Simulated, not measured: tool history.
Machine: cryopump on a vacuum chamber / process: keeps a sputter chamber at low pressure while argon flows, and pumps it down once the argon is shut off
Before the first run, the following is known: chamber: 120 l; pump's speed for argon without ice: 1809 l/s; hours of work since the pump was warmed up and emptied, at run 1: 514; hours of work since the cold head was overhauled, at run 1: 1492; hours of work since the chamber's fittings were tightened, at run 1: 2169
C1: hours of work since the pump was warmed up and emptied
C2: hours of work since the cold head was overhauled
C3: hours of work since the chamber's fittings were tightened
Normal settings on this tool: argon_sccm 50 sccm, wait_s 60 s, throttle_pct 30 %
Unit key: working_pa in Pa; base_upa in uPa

Run 1, day 0: usual settings; C1 514; C2 1492; C3 2169. Result: working_pa 0.1688 Pa, base_upa 2.08 uPa.
Run 2, day 3.262: usual settings; C1 575; C2 1553; C3 2231. Result: working_pa 0.1701 Pa, base_upa 2.1 uPa.
Run 3, day 5.988: usual settings; C1 627; C2 1604; C3 2282. Result: working_pa 0.1709 Pa, base_upa 2.07 uPa.
Run 4, day 9.133: usual settings; C1 686; C2 1664; C3 2341. Result: working_pa 0.1737 Pa, base_upa 2.19 uPa.
Run 5, day 10.692: usual settings but argon_sccm 28 sccm; C1 715; C2 1693; C3 2370. Result: working_pa 0.0965 Pa, base_upa 2.27 uPa.
Run 6, day 13.092: usual settings but argon_sccm 28 sccm; C1 760; C2 1738; C3 2415. Result: working_pa 0.0981 Pa, base_upa 2.24 uPa.
Run 7, day 14.846: usual settings but argon_sccm 28 sccm; C1 793; C2 1771; C3 2448. Result: working_pa 0.0996 Pa, base_upa 2.26 uPa.
Run 8, day 16.888: usual settings but argon_sccm 28 sccm; C1 831; C2 1809; C3 2487. Result: working_pa 0.1 Pa, base_upa 2.28 uPa.
Run 9, day 20.267: usual settings; C1 895; C2 1873; C3 2550. Result: working_pa 0.1801 Pa, base_upa 2.41 uPa.
Run 10, day 22.271: usual settings; C1 933; C2 1910; C3 2588. Result: working_pa 0.1832 Pa, base_upa 2.46 uPa.
At day 24.404: pump warmed up, emptied and cooled again.
Run 11, day 25.096: usual settings but argon_sccm 45 sccm; C1 13; C2 1960; C3 2637. Result: working_pa 0.1411 Pa, base_upa 2.04 uPa.
Run 12, day 27.888: usual settings but argon_sccm 24 sccm, wait_s 166 s, throttle_pct 41 %; C1 65; C2 2012; C3 2690. Result: working_pa 0.0563 Pa, base_upa 1.25 uPa.
Run 13, day 29.358: usual settings but wait_s 22 s, throttle_pct 48 %; C1 93; C2 2040; C3 2717. Result: working_pa 0.0995 Pa, base_upa 4.21 uPa.
Run 14, day 32.308: usual settings but wait_s 33 s, throttle_pct 19 %; C1 149; C2 2095; C3 2773. Result: working_pa 0.2515 Pa, base_upa 3.11 uPa.
Run 15, day 35.5: usual settings but wait_s 33 s, throttle_pct 19 %; C1 209; C2 2155; C3 2833. Result: working_pa 0.2506 Pa, base_upa 3.14 uPa.
Run 16, day 38.15: usual settings but wait_s 33 s, throttle_pct 19 %; C1 258; C2 2205; C3 2882. Result: working_pa 0.2531 Pa, base_upa 3.22 uPa.
Run 17, day 40.608: usual settings but argon_sccm 34 sccm, wait_s 33 s, throttle_pct 38 %; C1 305; C2 2251; C3 2929. Result: working_pa 0.0882 Pa, base_upa 3.18 uPa.
Run 18, day 42.746: usual settings but argon_sccm 32 sccm, wait_s 282 s, throttle_pct 23 %; C1 345; C2 2291; C3 2969. Result: working_pa 0.1348 Pa, base_upa 1.2 uPa.
At day 44.946: leaking fittings of the chamber tightened, without venting.
Run 19, day 46.012: usual settings but wait_s 20 s, throttle_pct 35 %; C1 404; C2 2351; C3 20. Result: working_pa 0.1428 Pa, base_upa 3.89 uPa.
Run 20, day 48.683: usual settings but argon_sccm 29 sccm, wait_s 238 s, throttle_pct 21 %; C1 455; C2 2401; C3 70. Result: working_pa 0.1339 Pa, base_upa 0.57 uPa.

Each row is a separate what-if for the run after 20, all from the same tool condition, not one after another. Results?
Run A, day 51.604: usual settings but wait_s 223 s, throttle_pct 60 %; C1 510; C2 2456; C3 125. Result: working_pa ?, base_upa ?.
Run B, day 51.604: usual settings but wait_s 211 s; C1 510; C2 2456; C3 125. Result: working_pa ?, base_upa ?.
Run C, day 51.604: usual settings but argon_sccm 29 sccm, wait_s 214 s, throttle_pct 17 %; C1 510; C2 2456; C3 125. Result: working_pa ?, base_upa ?.
Run D, day 51.604: usual settings but argon_sccm 24 sccm, wait_s 46 s, throttle_pct 45 %; C1 510; C2 2456; C3 125. Result: working_pa ?, base_upa ?.
Run E, day 51.604: usual settings but argon_sccm 37 sccm, wait_s 81 s, throttle_pct 39 %; C1 510; C2 2456; C3 125. Result: working_pa ?, base_upa ?.

run  working_pa  base_upa
  A      0.0899      0.59
  B      0.1673      0.61
  C       0.167      0.61
  D      0.0555         2
  E      0.0978      1.16
The same runs, with their run-to-run variation unchanged, on a tool lacking any hidden condition would have given:
run  working_pa  base_upa
  A      0.0774       0.5
  B      0.1549      0.52
  C      0.1598      0.52
  D      0.0495       1.9
  E      0.0886      1.07
